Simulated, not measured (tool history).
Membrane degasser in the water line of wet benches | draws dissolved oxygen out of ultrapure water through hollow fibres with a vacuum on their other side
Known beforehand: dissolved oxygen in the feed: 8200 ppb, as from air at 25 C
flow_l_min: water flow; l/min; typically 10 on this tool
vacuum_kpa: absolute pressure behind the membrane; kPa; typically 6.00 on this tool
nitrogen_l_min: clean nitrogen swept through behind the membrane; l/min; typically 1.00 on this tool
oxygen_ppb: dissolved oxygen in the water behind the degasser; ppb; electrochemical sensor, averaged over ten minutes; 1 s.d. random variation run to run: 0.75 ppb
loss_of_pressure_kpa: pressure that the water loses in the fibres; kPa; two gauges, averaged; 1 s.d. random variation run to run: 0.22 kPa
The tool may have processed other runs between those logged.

run,hour,flow_l_min,vacuum_kpa,nitrogen_l_min,oxygen_ppb,loss_of_pressure_kpa
1,0.0,10,6.00,1.00,77.7,52.84
2,115.7,10,6.00,1.00,76.3,52.56
3,276.0,10,6.00,1.00,77.0,52.74
4,475.7,6,6.00,1.00,47.6,31.93
5,682.9,6,6.00,1.00,48.0,31.61
6,877.5,6,6.00,1.00,48.2,31.80
7,1103.2,10,6.00,1.00,78.6,52.90
8,1321.2,10,6.00,1.65,50.9,52.66
9,1482.0,10,6.93,1.00,102.4,52.77
10,1659.2,10,6.93,1.00,101.9,52.91
11,1809.2,15,6.00,1.00,128.0,78.82
12,2026.2,15,6.00,1.00,127.9,79.37
13,2150.8,15,6.00,1.00,127.8,79.38
14,2372.8,15,6.00,1.00,129.3,79.37
15,2557.9,15,6.00,0.67,174.2,80.29
16,2767.9,15,6.00,0.67,174.1,79.71
17,2995.7,15,6.00,0.67,175.3,79.42
18,3122.2,10,12.80,0.44,492.3,53.35
19,3217.9,9,4.23,0.44,68.9,48.47
20,3439.9,7,6.37,1.00,66.4,37.37
21,3609.5,15,6.00,0.44,240.3,80.13
22,3746.2,8,7.95,0.78,135.2,42.42
# hour 3818.1: vacuum gauge calibrated
23,3947.0,8,7.95,0.78,125.5,42.28

What will run 24 give?
24,4136.9,7,4.05,1.00,?,?

oxygen_ppb: 17.1 ppb
loss_of_pressure_kpa: 37.23 kPa
Had the tool carried no hidden state, the very same run would have given oxygen_ppb 15.2 ppb, loss_of_pressure_kpa 36.03 kPa.
